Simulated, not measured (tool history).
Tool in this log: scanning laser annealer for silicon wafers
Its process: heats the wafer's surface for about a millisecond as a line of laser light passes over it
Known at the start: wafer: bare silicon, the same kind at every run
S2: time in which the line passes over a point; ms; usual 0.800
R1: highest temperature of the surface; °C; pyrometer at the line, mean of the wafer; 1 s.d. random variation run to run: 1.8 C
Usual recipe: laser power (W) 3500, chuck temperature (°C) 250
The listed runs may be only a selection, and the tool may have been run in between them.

Run 1, day 0.000: usual settings. Result: R1 1024 °C.
Run 2, day 1.083: usual settings. Result: R1 1019 °C.
Run 3, day 1.608: usual settings. Result: R1 1022 °C.
Run 4, day 2.500: usual settings but chuck temperature (°C) 283. Result: R1 1051 °C.
At day 3.279: window over the wafer cleaned.
Run 5, day 3.600: usual settings but chuck temperature (°C) 283. Result: R1 1098 °C.
Run 6, day 4.679: usual settings but chuck temperature (°C) 283. Result: R1 1094 °C.
Run 7, day 5.617: usual settings but chuck temperature (°C) 283. Result: R1 1088 °C.
Run 8, day 6.825: usual settings but laser power (W) 3822. Result: R1 1149 °C.
Run 9, day 7.417: usual settings. Result: R1 1055 °C.
Run 10, day 8.517: usual settings but chuck temperature (°C) 214. Result: R1 1013 °C.
Run 11, day 9.225: usual settings but S2 0.744 ms. Result: R1 1016 °C.
At day 9.500: optics aligned, line set to its width.
Run 12, day 10.188: usual settings but S2 0.744 ms. Result: R1 1031 °C.
Run 13, day 10.975: usual settings but S2 0.744 ms. Result: R1 1028 °C.
Run 14, day 12.071: usual settings but laser power (W) 3336, S2 0.784 ms, chuck temperature (°C) 255. Result: R1 1004 °C.
Run 15, day 12.588: usual settings but laser power (W) 3666, S2 0.733 ms, chuck temperature (°C) 232. Result: R1 1052 °C.
Run 16, day 13.579: usual settings but laser power (W) 3666, S2 0.733 ms, chuck temperature (°C) 232. Result: R1 1043 °C.
Run 17, day 14.762: usual settings but laser power (W) 3666, S2 0.733 ms, chuck temperature (°C) 232. Result: R1 1040 °C.
Run 18, day 16.033: usual settings but laser power (W) 3666, S2 0.733 ms, chuck temperature (°C) 232. Result: R1 1040 °C.
Run 19, day 16.967: usual settings but laser power (W) 3666, S2 0.610 ms, chuck temperature (°C) 232. Result: R1 955 °C.
Run 20, day 17.871: usual settings but laser power (W) 3666, S2 0.610 ms, chuck temperature (°C) 232. Result: R1 956 °C.
Run 21, day 18.579: usual settings but laser power (W) 3624, S2 0.649 ms, chuck temperature (°C) 256. Result: R1 991 °C.
Run 22, day 19.688: usual settings but laser power (W) 3624, S2 0.649 ms, chuck temperature (°C) 256. Result: R1 993 °C.
Run 23, day 20.208: usual settings but laser power (W) 3624, S2 0.649 ms, chuck temperature (°C) 256. Result: R1 987 °C.
Run 24, day 21.338: usual settings but laser power (W) 3813, S2 0.909 ms, chuck temperature (°C) 234. Result: R1 1170 °C.
Run 25, day 22.117: usual settings but laser power (W) 3511, S2 0.909 ms, chuck temperature (°C) 234. Result: R1 1070 °C.

Consider 5 possible next runs. They are alternatives, not a sequence: every one starts from the tool as it was left by run 25. What does each give?
At day 22.500: window over the wafer cleaned.
Run A, day 23.267: usual settings but S2 0.763 ms. Result: R1 ?.
At day 22.500: window over the wafer cleaned.
Run B, day 23.267: usual settings but laser power (W) 3112. Result: R1 ?.
At day 22.500: window over the wafer cleaned.
Run C, day 23.267: usual settings but laser power (W) 3184, S2 0.818 ms, chuck temperature (°C) 276. Result: R1 ?.
At day 22.500: window over the wafer cleaned.
Run D, day 23.267: usual settings but laser power (W) 3511, S2 0.909 ms, chuck temperature (°C) 270. Result: R1 ?.
At day 22.500: window over the wafer cleaned.
Run E, day 23.267: usual settings but laser power (W) 3713, S2 0.944 ms, chuck temperature (°C) 276. Result: R1 ?.

run    R1
  A  1056
  B   961
  C  1017
  D  1160
  E  1257
Without the tool's unlogged condition, the same runs would have read:
run    R1
  A  1055
  B   960
  C  1016
  D  1159
  E  1255
